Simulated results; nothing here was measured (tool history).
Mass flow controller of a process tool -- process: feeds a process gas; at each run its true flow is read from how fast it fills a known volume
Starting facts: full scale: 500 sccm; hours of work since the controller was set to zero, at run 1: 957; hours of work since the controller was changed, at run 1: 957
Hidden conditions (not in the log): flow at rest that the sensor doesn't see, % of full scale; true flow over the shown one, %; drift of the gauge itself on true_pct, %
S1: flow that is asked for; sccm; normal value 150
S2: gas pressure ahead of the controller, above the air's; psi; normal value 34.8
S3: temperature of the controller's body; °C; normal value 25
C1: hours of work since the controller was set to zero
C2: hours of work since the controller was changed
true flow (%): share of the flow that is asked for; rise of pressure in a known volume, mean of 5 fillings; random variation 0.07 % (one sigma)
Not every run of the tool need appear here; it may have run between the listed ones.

Run 1, hour 0: usual settings; C1 957; C2 957. Result: true flow (%) 98.96.
Run 2, hour 56.4: usual settings; C1 981; C2 981. Result: true flow (%) 99.26.
Run 3, hour 113.3: usual settings; C1 1005; C2 1005. Result: true flow (%) 99.34.
Run 4, hour 192.8: usual settings; C1 1040; C2 1040. Result: true flow (%) 99.63.
Run 5, hour 233: usual settings; C1 1057; C2 1057. Result: true flow (%) 99.83.
Run 6, hour 291.3: usual settings; C1 1082; C2 1082. Result: true flow (%) 100.02.
Run 7, hour 332.3: usual settings; C1 1100; C2 1100. Result: true flow (%) 100.05.
Run 8, hour 379.2: usual settings but S3 35 °C; C1 1120; C2 1120. Result: true flow (%) 99.24.
Run 9, hour 443.8: usual settings; C1 1148; C2 1148. Result: true flow (%) 100.47.
Run 10, hour 511.8: usual settings; C1 1177; C2 1177. Result: true flow (%) 100.79.
Run 11, hour 582.9: usual settings; C1 1207; C2 1207. Result: true flow (%) 101.11.
Run 12, hour 627.4: usual settings; C1 1226; C2 1226. Result: true flow (%) 101.06.
Run 13, hour 678.7: usual settings; C1 1249; C2 1249. Result: true flow (%) 101.31.
Run 14, hour 751.4: usual settings but S2 37.7 psi, S3 29 °C; C1 1280; C2 1280. Result: true flow (%) 101.25.
At hour 793.9: gauge calibrated.
Run 15, hour 798.6: usual settings but S2 23.2 psi, S3 36 °C; C1 1300; C2 1300. Result: true flow (%) 97.5.
Run 16, hour 854.9: usual settings but S1 102 sccm, S2 27 psi, S3 24 °C; C1 1324; C2 1324. Result: true flow (%) 99.
Run 17, hour 903.9: usual settings but S1 157 sccm, S2 20.7 psi, S3 24 °C; C1 1345; C2 1345. Result: true flow (%) 99.12.
Run 18, hour 947.3: usual settings but S1 73 sccm, S2 28.3 psi; C1 1364; C2 1364. Result: true flow (%) 99.19.

Run 19 has not been measured yet. What should we expect?
Run 19, hour 1028.4: usual settings but S1 73 sccm, S3 24 °C; C1 1399; C2 1399. Result: true flow (%) ?.

true flow (%): 99.6
Were there no unlogged condition in the tool, this run, its random variation unchanged, would have produced true flow (%) 98.8.

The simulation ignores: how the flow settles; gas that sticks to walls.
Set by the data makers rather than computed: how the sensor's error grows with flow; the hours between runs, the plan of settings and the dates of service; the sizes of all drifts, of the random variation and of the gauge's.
